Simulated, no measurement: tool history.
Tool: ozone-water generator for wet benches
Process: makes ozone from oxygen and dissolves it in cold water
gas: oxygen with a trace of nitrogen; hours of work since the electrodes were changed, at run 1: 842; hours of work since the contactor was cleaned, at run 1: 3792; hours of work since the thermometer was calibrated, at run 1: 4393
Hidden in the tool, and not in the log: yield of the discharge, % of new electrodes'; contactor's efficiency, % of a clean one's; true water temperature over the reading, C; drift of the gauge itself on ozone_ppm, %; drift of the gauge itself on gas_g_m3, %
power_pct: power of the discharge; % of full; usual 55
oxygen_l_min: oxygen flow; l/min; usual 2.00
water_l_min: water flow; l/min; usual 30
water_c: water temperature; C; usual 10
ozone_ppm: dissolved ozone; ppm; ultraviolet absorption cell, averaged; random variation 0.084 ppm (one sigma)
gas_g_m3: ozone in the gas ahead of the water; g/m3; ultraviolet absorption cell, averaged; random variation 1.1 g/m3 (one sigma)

run    hour  power_pct  oxygen_l_min  water_l_min  water_c  hours of work since the electrodes were changed  hours of work since the contactor was cleaned  hours of work since the thermometer was calibrated  ozone_ppm  gas_g_m3
  1     0.0         55          2.00           30       10                                              842                                           3792                                                4393       6.41     200.2
  2    36.0         55          2.00           30       10                                              865                                           3815                                                4416       6.42     197.3
  3    68.4         55          1.22           30       10                                              886                                           3835                                                4436       4.80     234.3
  4    97.2         55          1.22           30       10                                              904                                           3853                                                4454       5.03     238.9
  5   128.3         55          1.22           30       10                                              924                                           3873                                                4474       5.00     237.0
  6   172.6         55          1.22           30       10                                              952                                           3901                                                4502       4.85     237.0
  7   209.0         55          3.49           30       10                                              975                                           3924                                                4525       8.19     165.0
  8   242.7         55          3.49           30       10                                              996                                           3945                                                4547       8.50     164.2
  9   282.9         55          3.49           30       10                                             1021                                           3971                                                4572       8.31     164.9
 10   309.1         55          3.49           30       10                                             1038                                           3987                                                4589       8.23     163.7
 11   342.3         55          3.49           30       10                                             1059                                           4008                                                4610       8.39     164.5
 12   380.2         55          3.49           30       10                                             1083                                           4032                                                4633       8.22     165.2
 13   409.0         55          3.49           30       10                                             1101                                           4051                                                4652       8.29     165.5
 14   446.4         70          3.49           30       10                                             1125                                           4074                                                4675       9.92     194.1
 15   491.9         70          3.49           30       10                                             1154                                           4103                                                4704       9.70     192.9
 16   530.1         70          3.49           30       14                                             1178                                           4127                                                4728       9.64     194.0
 17   576.5         55          1.75           30       10                                             1207                                           4157                                                4758       5.83     207.4
 18   614.3         55          1.75           30       10                                             1231                                           4180                                                4781       6.01     208.9
 19   653.0         56          2.04           40       11                                             1255                                           4205                                                4806       4.37     200.0
 20   682.3         98          2.19           30       10                                             1274                                           4223                                                4825       9.93     283.7
 21   712.3         98          2.19           30       10                                             1293                                           4242                                                4843       9.86     284.4
 22   731.6         77          2.00           30       17                                             1305                                           4255                                                4856       7.82     248.5
 23   763.7         77          2.00           30       17                                             1325                                           4275                                                4876       7.75     251.8
 24   805.1         41          1.35           35       17                                             1352                                           4301                                                4902       3.40     187.9
 25   834.3         41          1.35           35       17                                             1370                                           4320                                                4921       3.34     188.7
 26   853.2         43          2.29           30       15                                             1382                                           4332                                                4933       5.70     160.3
 27   889.8         43          2.29           30       15                                             1405                                           4355                                                4956       5.74     162.1
 28   918.9         54          2.36           20       12                                             1424                                           4373                                                4974      11.11     185.6
 29   954.3         54          2.36           20       12                                             1446                                           4395                                                4997      11.16     187.0
 30   987.0         45          2.29           30        5                                             1467                                           4416                                                5017       6.08     166.4
 31  1023.5         45          2.29           30        5                                             1490                                           4439                                                5040       6.18     166.1
 32  1063.2         55          2.00           42       16                                             1515                                           4464                                                5065       4.02     200.2
 33  1106.6         55          2.00           42       16                                             1542                                           4492                                                5093       3.98     200.2
 34  1141.7         55          2.00           42       16                                             1564                                           4514                                                5115       3.98     197.9

3 ways to go on from here, each from the tool as it stands after run 34. What would each give?
  A  1173.6         55          2.54           44       10                                             1585                                           4534                                                5135          ?         ?
  B  1173.6         55          1.83           22        8                                             1585                                           4534                                                5135          ?         ?
  C  1173.6         55          2.00           34       16                                             1585                                           4534                                                5135          ?         ?

run  ozone_ppm  gas_g_m3
  A       4.48     183.6
  B       9.17     206.1
  C       5.33     200.5
Without the tool's hidden state the same runs would have given:
run  ozone_ppm  gas_g_m3
  A       4.48     183.7
  B       9.18     206.1
  C       5.33     200.6

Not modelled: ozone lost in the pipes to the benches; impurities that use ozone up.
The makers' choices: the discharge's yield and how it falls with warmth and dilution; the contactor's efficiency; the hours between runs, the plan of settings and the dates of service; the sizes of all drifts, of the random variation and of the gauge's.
